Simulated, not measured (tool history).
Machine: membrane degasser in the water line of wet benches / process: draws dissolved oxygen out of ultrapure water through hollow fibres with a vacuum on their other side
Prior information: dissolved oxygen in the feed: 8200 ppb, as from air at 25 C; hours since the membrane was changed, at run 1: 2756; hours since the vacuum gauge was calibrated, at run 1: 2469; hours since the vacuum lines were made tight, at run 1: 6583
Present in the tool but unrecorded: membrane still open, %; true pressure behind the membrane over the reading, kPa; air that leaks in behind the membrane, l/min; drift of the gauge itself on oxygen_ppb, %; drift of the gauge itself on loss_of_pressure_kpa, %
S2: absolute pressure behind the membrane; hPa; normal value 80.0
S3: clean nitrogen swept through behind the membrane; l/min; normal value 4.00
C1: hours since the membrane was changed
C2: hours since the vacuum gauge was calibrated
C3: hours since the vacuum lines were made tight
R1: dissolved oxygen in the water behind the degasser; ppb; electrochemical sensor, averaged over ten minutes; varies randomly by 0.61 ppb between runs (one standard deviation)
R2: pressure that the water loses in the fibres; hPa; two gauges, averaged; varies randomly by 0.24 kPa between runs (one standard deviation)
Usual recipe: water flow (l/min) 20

run 1 hour=0.0 | water_flow_(l/min)=20 S2=80.0 S3=4.00 | C1=2756 C2=2469 C3=6583 | R1=72.5 R2=644.0
run 2 hour=202.1 | water_flow_(l/min)=20 S2=80.0 S3=4.00 | C1=2958 C2=2671 C3=6785 | R1=72.5 R2=643.1
run 3 hour=391.9 | water_flow_(l/min)=20 S2=80.0 S3=4.00 | C1=3148 C2=2861 C3=6975 | R1=73.4 R2=643.6
run 4 hour=588.4 | water_flow_(l/min)=20 S2=80.0 S3=4.00 | C1=3344 C2=3057 C3=7172 | R1=74.4 R2=647.2
run 5 hour=700.5 | water_flow_(l/min)=20 S2=80.0 S3=4.00 | C1=3456 C2=3169 C3=7284 | R1=72.4 R2=643.6
run 6 hour=810.4 | water_flow_(l/min)=20 S2=80.0 S3=4.00 | C1=3566 C2=3279 C3=7393 | R1=73.3 R2=644.0
run 7 hour=966.4 | water_flow_(l/min)=20 S2=80.0 S3=4.00 | C1=3722 C2=3435 C3=7550 | R1=72.6 R2=648.8
run 8 hour=1099.1 | water_flow_(l/min)=20 S2=80.0 S3=4.00 | C1=3855 C2=3568 C3=7682 | R1=72.8 R2=650.7
run 9 hour=1294.3 | water_flow_(l/min)=20 S2=80.0 S3=4.00 | C1=4050 C2=3763 C3=7877 | R1=72.2 R2=647.8
run 10 hour=1397.4 | water_flow_(l/min)=21 S2=80.0 S3=4.00 | C1=4153 C2=3866 C3=7980 | R1=79.5 R2=686.7
run 11 hour=1538.7 | water_flow_(l/min)=21 S2=80.0 S3=4.00 | C1=4295 C2=4008 C3=8122 | R1=78.8 R2=681.9
run 12 hour=1715.9 | water_flow_(l/min)=21 S2=80.0 S3=2.34 | C1=4472 C2=4185 C3=8299 | R1=119.6 R2=681.6
run 13 hour=1862.3 | water_flow_(l/min)=28 S2=80.0 S3=4.00 | C1=4618 C2=4331 C3=8445 | R1=134.1 R2=908.8
run 14 hour=2027.0 | water_flow_(l/min)=20 S2=80.0 S3=4.00 | C1=4783 C2=4496 C3=8610 | R1=72.5 R2=648.8
run 15 hour=2198.5 | water_flow_(l/min)=20 S2=80.0 S3=4.00 | C1=4954 C2=4667 C3=8782 | R1=72.8 R2=650.0
run 16 hour=2338.8 | water_flow_(l/min)=20 S2=80.0 S3=4.00 | C1=5095 C2=4808 C3=8922 | R1=74.2 R2=657.9
run 17 hour=2436.2 | water_flow_(l/min)=24 S2=166.3 S3=4.00 | C1=5192 C2=4905 C3=9019 | R1=221.4 R2=787.0
run 18 hour=2628.8 | water_flow_(l/min)=24 S2=166.3 S3=4.00 | C1=5385 C2=5098 C3=9212 | R1=218.3 R2=785.7
run 19 hour=2730.5 | water_flow_(l/min)=14 S2=123.5 S3=4.00 | C1=5486 C2=5199 C3=9314 | R1=80.2 R2=456.2
run 20 hour=2867.0 | water_flow_(l/min)=14 S2=123.5 S3=4.00 | C1=5623 C2=5336 C3=9450 | R1=81.0 R2=457.1
run 21 hour=2981.6 | water_flow_(l/min)=23 S2=141.2 S3=4.00 | C1=5737 C2=5451 C3=9565 | R1=174.8 R2=749.8
run 22 hour=3168.8 | water_flow_(l/min)=18 S2=80.0 S3=1.75 | C1=5925 C2=5638 C3=9752 | R1=124.3 R2=589.9
run 23 hour=3290.5 | water_flow_(l/min)=18 S2=80.0 S3=1.75 | C1=6046 C2=5759 C3=9874 | R1=125.3 R2=591.8
run 24 hour=3386.2 | water_flow_(l/min)=18 S2=80.0 S3=1.75 | C1=6142 C2=5855 C3=9969 | R1=126.1 R2=592.5
-- hour=3504.1 seals of the vacuum lines changed
run 25 hour=3568.0 | water_flow_(l/min)=18 S2=80.0 S3=1.75 | C1=6322 C2=6035 C3=64 | R1=124.4 R2=591.2
run 26 hour=3691.2 | water_flow_(l/min)=18 S2=156.8 S3=2.62 | C1=6445 C2=6158 C3=187 | R1=209.8 R2=592.6
run 27 hour=3825.6 | water_flow_(l/min)=18 S2=156.8 S3=2.62 | C1=6579 C2=6293 C3=322 | R1=212.7 R2=593.7
run 28 hour=4022.3 | water_flow_(l/min)=18 S2=156.8 S3=2.75 | C1=6776 C2=6489 C3=518 | R1=204.0 R2=596.6
run 29 hour=4200.9 | water_flow_(l/min)=25 S2=87.8 S3=4.00 | C1=6955 C2=6668 C3=697 | R1=119.0 R2=824.5
run 30 hour=4351.6 | water_flow_(l/min)=25 S2=87.8 S3=4.00 | C1=7106 C2=6819 C3=848 | R1=118.9 R2=826.0
run 31 hour=4471.7 | water_flow_(l/min)=25 S2=87.8 S3=4.00 | C1=7226 C2=6939 C3=968 | R1=117.8 R2=829.6
-- hour=4617.0 gauge calibrated
run 32 hour=4667.8 | water_flow_(l/min)=25 S2=54.5 S3=2.22 | C1=7422 C2=7135 C3=1164 | R1=94.4 R2=808.6

Each row is a separate what-if for the run after 32, all from the same tool condition, not one after another. Results?
run A hour=4856.8 | water_flow_(l/min)=18 S2=54.5 S3=1.86 | C1=7611 C2=7324 C3=1353 | R1=? R2=?
run B hour=4856.8 | water_flow_(l/min)=25 S2=112.8 S3=2.02 | C1=7611 C2=7324 C3=1353 | R1=? R2=?
run C hour=4856.8 | water_flow_(l/min)=20 S2=80.0 S3=1.86 | C1=7611 C2=7324 C3=1353 | R1=? R2=?

run=A R1=61.1 R2=579.7
run=B R1=261.1 R2=807.5
run=C R1=136.7 R2=645.3
With the hidden condition removed and each run's random variation left untouched, the same runs would have given:
run=A R1=61.0 R2=578.5
run=B R1=260.9 R2=805.8
run=C R1=136.6 R2=644.0

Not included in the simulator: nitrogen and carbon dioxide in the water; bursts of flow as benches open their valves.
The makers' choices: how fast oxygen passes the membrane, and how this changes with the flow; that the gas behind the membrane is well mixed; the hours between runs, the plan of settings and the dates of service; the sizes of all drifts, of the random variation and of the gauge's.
